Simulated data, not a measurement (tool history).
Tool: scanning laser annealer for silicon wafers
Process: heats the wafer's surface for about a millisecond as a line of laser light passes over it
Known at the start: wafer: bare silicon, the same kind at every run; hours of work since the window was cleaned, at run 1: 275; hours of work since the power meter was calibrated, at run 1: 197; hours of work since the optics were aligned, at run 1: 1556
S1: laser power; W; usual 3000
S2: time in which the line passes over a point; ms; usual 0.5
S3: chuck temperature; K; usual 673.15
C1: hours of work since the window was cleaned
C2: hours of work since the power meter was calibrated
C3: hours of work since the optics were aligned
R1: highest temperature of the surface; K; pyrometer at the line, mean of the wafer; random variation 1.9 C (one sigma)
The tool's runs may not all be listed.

Run 1, hour 0: usual settings; C1 275; C2 197; C3 1556. Result: R1 1359.15 K.
Run 2, hour 9.1: usual settings; C1 281; C2 203; C3 1562. Result: R1 1358.15 K.
Run 3, hour 18: usual settings; C1 287; C2 209; C3 1567. Result: R1 1363.15 K.
Run 4, hour 22.4: usual settings but S2 0.594 ms; C1 290; C2 212; C3 1570. Result: R1 1416.15 K.
Run 5, hour 31.5: usual settings but S2 0.594 ms; C1 296; C2 218; C3 1576. Result: R1 1416.15 K.
Run 6, hour 36.7: usual settings but S2 0.594 ms; C1 299; C2 221; C3 1580. Result: R1 1415.15 K.
Run 7, hour 41.6: usual settings; C1 303; C2 225; C3 1583. Result: R1 1362.15 K.
Run 8, hour 48.4: usual settings; C1 307; C2 229; C3 1588. Result: R1 1358.15 K.
Run 9, hour 52.6: usual settings; C1 310; C2 232; C3 1590. Result: R1 1358.15 K.
Run 10, hour 60.6: usual settings; C1 315; C2 237; C3 1596. Result: R1 1362.15 K.
Run 11, hour 66.6: usual settings; C1 319; C2 241; C3 1600. Result: R1 1358.15 K.
Run 12, hour 72.2: usual settings; C1 323; C2 245; C3 1603. Result: R1 1358.15 K.
Run 13, hour 78.1: usual settings; C1 327; C2 249; C3 1607. Result: R1 1355.15 K.
At hour 81.9: laser's power meter calibrated.
Run 14, hour 90.4: usual settings; C1 333; C2 6; C3 1613. Result: R1 1356.15 K.
Run 15, hour 96.2: usual settings; C1 337; C2 9; C3 1617. Result: R1 1356.15 K.
Run 16, hour 101.2: usual settings; C1 340; C2 13; C3 1620. Result: R1 1359.15 K.
Run 17, hour 109.3: usual settings; C1 345; C2 18; C3 1626. Result: R1 1357.15 K.
Run 18, hour 113.7: usual settings; C1 348; C2 21; C3 1629. Result: R1 1357.15 K.
Run 19, hour 122: usual settings; C1 354; C2 26; C3 1634. Result: R1 1357.15 K.
Run 20, hour 129.8: usual settings; C1 359; C2 32; C3 1639. Result: R1 1353.15 K.
At hour 134: laser's power meter calibrated, once more.
Run 21, hour 138.3: usual settings; C1 363; C2 3; C3 1643. Result: R1 1350.15 K.
Run 22, hour 147.2: usual settings but S1 3119 W, S2 0.508 ms; C1 368; C2 9; C3 1649. Result: R1 1391.15 K.
Run 23, hour 151.8: usual settings but S1 2741 W, S2 0.495 ms, S3 698.15 K; C1 371; C2 12; C3 1652. Result: R1 1301.15 K.
Run 24, hour 156.7: usual settings but S1 3071 W, S2 0.495 ms, S3 661.15 K; C1 375; C2 15; C3 1655. Result: R1 1362.15 K.
Run 25, hour 164: usual settings but S1 3071 W, S2 0.495 ms, S3 661.15 K; C1 379; C2 20; C3 1660. Result: R1 1360.15 K.
Run 26, hour 171: usual settings but S1 3071 W, S2 0.495 ms, S3 661.15 K; C1 384; C2 24; C3 1664. Result: R1 1354.15 K.
Run 27, hour 179.4: usual settings but S2 0.42 ms, S3 635.15 K; C1 390; C2 30; C3 1670. Result: R1 1263.15 K.
Run 28, hour 188.8: usual settings but S1 2603 W, S2 0.394 ms, S3 687.15 K; C1 396; C2 36; C3 1676. Result: R1 1195.15 K.
Run 29, hour 192.9: usual settings but S1 3156 W, S2 0.557 ms, S3 705.15 K; C1 398; C2 39; C3 1679. Result: R1 1462.15 K.
Run 30, hour 198.1: usual settings but S2 0.509 ms; C1 402; C2 42; C3 1682. Result: R1 1356.15 K.
Run 31, hour 205: usual settings but S1 2698 W; C1 407; C2 47; C3 1687. Result: R1 1266.15 K.
Run 32, hour 213.1: usual settings but S1 2698 W; C1 412; C2 52; C3 1692. Result: R1 1263.15 K.
Run 33, hour 217.9: usual settings but S1 2698 W; C1 415; C2 55; C3 1695. Result: R1 1266.15 K.
Run 34, hour 226.4: usual settings but S1 2698 W; C1 421; C2 61; C3 1701. Result: R1 1265.15 K.
Run 35, hour 234.5: usual settings but S1 2698 W; C1 426; C2 66; C3 1706. Result: R1 1263.15 K.
Run 36, hour 241.3: usual settings but S1 2588 W, S2 0.564 ms, S3 655.15 K; C1 430; C2 71; C3 1711. Result: R1 1249.15 K.
Run 37, hour 246.7: usual settings but S1 3193 W, S3 691.15 K; C1 434; C2 74; C3 1714. Result: R1 1423.15 K.

Forecast each of these 5 alternatives for the next run:
Run A, hour 251.7: usual settings but S1 3166 W, S2 0.406 ms, S3 679.15 K; C1 437; C2 78; C3 1718. Result: R1 ?.
Run B, hour 251.7: usual settings but S1 2670 W, S2 0.391 ms; C1 437; C2 78; C3 1718. Result: R1 ?.
Run C, hour 251.7: usual settings but S1 2955 W, S2 0.494 ms, S3 635.15 K; C1 437; C2 78; C3 1718. Result: R1 ?.
Run D, hour 251.7: usual settings but S1 2946 W, S2 0.599 ms, S3 685.15 K; C1 437; C2 78; C3 1718. Result: R1 ?.
Run E, hour 251.7: usual settings but S1 3114 W, S2 0.545 ms, S3 700.15 K; C1 437; C2 78; C3 1718. Result: R1 ?.

run       R1
  A  1339.15
  B  1194.15
  C  1295.15
  D  1402.15
  E  1438.15
Without the tool's hidden state the same runs would have given:
run       R1
  A  1384.15
  B  1230.15
  C  1340.15
  D  1451.15
  E  1489.15
